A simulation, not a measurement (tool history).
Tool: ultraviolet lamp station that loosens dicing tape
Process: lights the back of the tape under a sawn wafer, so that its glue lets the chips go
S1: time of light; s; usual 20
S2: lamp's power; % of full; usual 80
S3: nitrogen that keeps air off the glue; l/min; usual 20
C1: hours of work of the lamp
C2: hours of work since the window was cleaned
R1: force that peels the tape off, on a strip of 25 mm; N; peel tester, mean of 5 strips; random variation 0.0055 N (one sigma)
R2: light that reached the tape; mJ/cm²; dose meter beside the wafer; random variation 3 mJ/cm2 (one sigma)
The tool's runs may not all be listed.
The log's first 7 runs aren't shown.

run   hour  S1  S2  S3   C1   C2     R1   R2
  8     52  20  80  32  115  340   0.08  439
  9   58.6  20  80  32  118  344  0.085  440
 10   64.5  20  80  20  122  347  0.103  445
 11   70.8  20  80  20  125  351  0.112  439
 12   75.6  20  68  20  128  353  0.161  372
 13   83.1  20  74  20  132  358  0.135  406
 14   89.7  20  74  20  136  361  0.124  406
 15   95.1  20  74  20  139  364  0.128  409
 16  103.5  12  75  22  143  369  0.372  244
 17  111.4  34  76  15  148  373  0.071  704
 18  117.5  12  85  34  151  377  0.203  280
 19  127.4  35  80  13  157  382  0.066  760
 20  133.5  35  71  23  160  386  0.071  678
 21  144.2  20  80   9  166  392  0.216  434
 22  151.8  20  80   9  170  396  0.225  435
 23  160.1  20  80   9  175  401  0.212  443
 24  167.4  20  80   9  179  405  0.229  442
 25  176.1  20  80   9  184  409  0.224  443
 26  183.5  20  75  18  188  414  0.136  413
 27  191.7  17  61  18  193  418  0.316  278
 28  197.4  20  86  20  196  421  0.096  476
 29    205  20  70  20  200  426   0.14  381
 30  210.8  20  73  20  203  429  0.134  397

Forecast each of these 4 alternatives for the next run:
  A  220.6  22  95  26  209  434   ?   ?
  B  220.6  11  80  32  209  434   ?   ?
  C  220.6  26  80  20  209  434   ?   ?
  D  220.6  17  88  20  209  434   ?   ?

run     R1   R2
  A  0.067  573
  B  0.301  239
  C  0.078  564
  D  0.123  409
Without the tool's hidden state the same runs would have given:
run     R1   R2
  A  0.067  574
  B    0.3  240
  C  0.077  565
  D  0.123  409
